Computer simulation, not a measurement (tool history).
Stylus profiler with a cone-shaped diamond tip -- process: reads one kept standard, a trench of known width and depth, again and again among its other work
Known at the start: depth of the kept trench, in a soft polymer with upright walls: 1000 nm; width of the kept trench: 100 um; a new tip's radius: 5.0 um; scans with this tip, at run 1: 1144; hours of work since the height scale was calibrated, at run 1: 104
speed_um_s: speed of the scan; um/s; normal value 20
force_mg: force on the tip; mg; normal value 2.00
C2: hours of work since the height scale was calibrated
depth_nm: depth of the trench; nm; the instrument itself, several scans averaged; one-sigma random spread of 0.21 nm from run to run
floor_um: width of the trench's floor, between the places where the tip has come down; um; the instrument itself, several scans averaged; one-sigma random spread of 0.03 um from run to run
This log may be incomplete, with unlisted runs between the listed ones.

run 1 hour=0.0 | speed_um_s=20 force_mg=2.00 | scans_with_this_tip=1144 C2=104 | depth_nm=1010.06 floor_um=93.56
run 2 hour=12.8 | speed_um_s=20 force_mg=2.00 | scans_with_this_tip=1249 C2=114 | depth_nm=1009.76 floor_um=93.56
run 3 hour=28.4 | speed_um_s=20 force_mg=2.00 | scans_with_this_tip=1376 C2=125 | depth_nm=1010.00 floor_um=93.52
run 4 hour=36.7 | speed_um_s=20 force_mg=2.00 | scans_with_this_tip=1443 C2=131 | depth_nm=1010.19 floor_um=93.48
run 5 hour=45.5 | speed_um_s=10 force_mg=2.00 | scans_with_this_tip=1515 C2=138 | depth_nm=1010.18 floor_um=93.54
run 6 hour=54.8 | speed_um_s=10 force_mg=2.00 | scans_with_this_tip=1591 C2=145 | depth_nm=1010.06 floor_um=93.50
run 7 hour=69.1 | speed_um_s=20 force_mg=2.00 | scans_with_this_tip=1707 C2=155 | depth_nm=1010.10 floor_um=93.48
run 8 hour=84.9 | speed_um_s=20 force_mg=2.00 | scans_with_this_tip=1836 C2=167 | depth_nm=1010.31 floor_um=93.43
run 9 hour=100.7 | speed_um_s=20 force_mg=2.00 | scans_with_this_tip=1965 C2=179 | depth_nm=1010.12 floor_um=93.40
run 10 hour=110.8 | speed_um_s=20 force_mg=2.00 | scans_with_this_tip=2047 C2=186 | depth_nm=1010.51 floor_um=93.38
run 11 hour=123.5 | speed_um_s=20 force_mg=2.00 | scans_with_this_tip=2150 C2=196 | depth_nm=1010.01 floor_um=93.36
run 12 hour=139.0 | speed_um_s=20 force_mg=2.00 | scans_with_this_tip=2277 C2=207 | depth_nm=1010.14 floor_um=93.31
run 13 hour=151.2 | speed_um_s=20 force_mg=2.00 | scans_with_this_tip=2376 C2=216 | depth_nm=1010.21 floor_um=93.31
run 14 hour=165.4 | speed_um_s=20 force_mg=2.00 | scans_with_this_tip=2492 C2=227 | depth_nm=1009.97 floor_um=93.24
run 15 hour=177.7 | speed_um_s=13 force_mg=2.00 | scans_with_this_tip=2592 C2=236 | depth_nm=1010.46 floor_um=93.27
run 16 hour=187.7 | speed_um_s=13 force_mg=2.00 | scans_with_this_tip=2674 C2=243 | depth_nm=1010.44 floor_um=93.24
run 17 hour=203.7 | speed_um_s=20 force_mg=2.00 | scans_with_this_tip=2804 C2=255 | depth_nm=1010.32 floor_um=93.22
run 18 hour=221.0 | speed_um_s=20 force_mg=2.00 | scans_with_this_tip=2945 C2=268 | depth_nm=1010.47 floor_um=93.24
run 19 hour=230.8 | speed_um_s=20 force_mg=2.00 | scans_with_this_tip=3025 C2=275 | depth_nm=1010.37 floor_um=93.18
run 20 hour=238.3 | speed_um_s=20 force_mg=2.00 | scans_with_this_tip=3086 C2=281 | depth_nm=1010.58 floor_um=93.15
run 21 hour=248.5 | speed_um_s=20 force_mg=2.00 | scans_with_this_tip=3170 C2=288 | depth_nm=1010.39 floor_um=93.10
run 22 hour=255.6 | speed_um_s=20 force_mg=0.89 | scans_with_this_tip=3228 C2=294 | depth_nm=1006.29 floor_um=93.04
run 23 hour=268.8 | speed_um_s=20 force_mg=1.03 | scans_with_this_tip=3335 C2=303 | depth_nm=1007.00 floor_um=93.03
run 24 hour=279.7 | speed_um_s=11 force_mg=3.02 | scans_with_this_tip=3424 C2=312 | depth_nm=1013.54 floor_um=93.10
run 25 hour=289.1 | speed_um_s=11 force_mg=3.02 | scans_with_this_tip=3501 C2=319 | depth_nm=1013.33 floor_um=93.12
run 26 hour=305.9 | speed_um_s=11 force_mg=3.02 | scans_with_this_tip=3638 C2=331 | depth_nm=1013.56 floor_um=93.00
run 27 hour=317.2 | speed_um_s=71 force_mg=3.02 | scans_with_this_tip=3729 C2=339 | depth_nm=1013.87 floor_um=92.80
run 28 hour=332.1 | speed_um_s=61 force_mg=0.88 | scans_with_this_tip=3851 C2=350 | depth_nm=1006.33 floor_um=92.58
run 29 hour=348.3 | speed_um_s=43 force_mg=2.99 | scans_with_this_tip=3983 C2=362 | depth_nm=1013.57 floor_um=92.81
run 30 hour=358.2 | speed_um_s=16 force_mg=4.97 | scans_with_this_tip=4064 C2=370 | depth_nm=1019.14 floor_um=92.93
run 31 hour=366.9 | speed_um_s=46 force_mg=4.06 | scans_with_this_tip=4135 C2=376 | depth_nm=1016.49 floor_um=92.73
run 32 hour=374.8 | speed_um_s=12 force_mg=2.63 | scans_with_this_tip=4199 C2=382 | depth_nm=1012.73 floor_um=92.94
run 33 hour=388.6 | speed_um_s=12 force_mg=2.63 | scans_with_this_tip=4311 C2=392 | depth_nm=1012.97 floor_um=92.92
run 34 hour=401.0 | speed_um_s=5 force_mg=4.47 | scans_with_this_tip=4413 C2=402 | depth_nm=1017.76 floor_um=92.94
run 35 hour=411.0 | speed_um_s=50 force_mg=2.00 | scans_with_this_tip=4494 C2=409 | depth_nm=1010.70 floor_um=92.71
run 36 hour=419.5 | speed_um_s=50 force_mg=2.00 | scans_with_this_tip=4564 C2=415 | depth_nm=1010.43 floor_um=92.63
run 37 hour=431.5 | speed_um_s=50 force_mg=1.25 | scans_with_this_tip=4661 C2=424 | depth_nm=1007.58 floor_um=92.52
run 38 hour=440.2 | speed_um_s=48 force_mg=4.07 | scans_with_this_tip=4733 C2=431 | depth_nm=1016.38 floor_um=92.65
run 39 hour=448.9 | speed_um_s=7 force_mg=4.22 | scans_with_this_tip=4804 C2=437 | depth_nm=1017.32 floor_um=92.79
run 40 hour=457.9 | speed_um_s=7 force_mg=4.22 | scans_with_this_tip=4876 C2=444 | depth_nm=1017.67 floor_um=92.77
run 41 hour=465.3 | speed_um_s=20 force_mg=0.77 | scans_with_this_tip=4937 C2=449 | depth_nm=1005.81 floor_um=92.61
run 42 hour=473.9 | speed_um_s=30 force_mg=4.98 | scans_with_this_tip=5007 C2=456 | depth_nm=1019.27 floor_um=92.64
run 43 hour=483.7 | speed_um_s=30 force_mg=4.98 | scans_with_this_tip=5087 C2=463 | depth_nm=1019.25 floor_um=92.72
run 44 hour=498.1 | speed_um_s=30 force_mg=4.98 | scans_with_this_tip=5205 C2=474 | depth_nm=1019.01 floor_um=92.65
run 45 hour=513.1 | speed_um_s=7 force_mg=0.79 | scans_with_this_tip=5327 C2=485 | depth_nm=1006.18 floor_um=92.67
run 46 hour=523.6 | speed_um_s=8 force_mg=0.97 | scans_with_this_tip=5412 C2=492 | depth_nm=1007.31 floor_um=92.66

Consider 4 possible next runs. They are alternatives, not a sequence: every one starts from the tool as it was left by run 46. What does each give?
run A hour=531.4 | speed_um_s=6 force_mg=3.86 | scans_with_this_tip=5476 C2=498 | depth_nm=? floor_um=?
run B hour=531.4 | speed_um_s=20 force_mg=1.01 | scans_with_this_tip=5476 C2=498 | depth_nm=? floor_um=?
run C hour=531.4 | speed_um_s=25 force_mg=0.75 | scans_with_this_tip=5476 C2=498 | depth_nm=? floor_um=?
run D hour=531.4 | speed_um_s=57 force_mg=1.88 | scans_with_this_tip=5476 C2=498 | depth_nm=? floor_um=?

run=A depth_nm=1016.09 floor_um=92.67
run=B depth_nm=1007.16 floor_um=92.59
run=C depth_nm=1005.77 floor_um=92.46
run=D depth_nm=1010.20 floor_um=92.36
Take away the tool's hidden state, keep each run's random variation, and the runs would have read:
run=A depth_nm=1015.42 floor_um=93.97
run=B depth_nm=1006.49 floor_um=93.89
run=C depth_nm=1005.10 floor_um=93.76
run=D depth_nm=1009.52 floor_um=93.66

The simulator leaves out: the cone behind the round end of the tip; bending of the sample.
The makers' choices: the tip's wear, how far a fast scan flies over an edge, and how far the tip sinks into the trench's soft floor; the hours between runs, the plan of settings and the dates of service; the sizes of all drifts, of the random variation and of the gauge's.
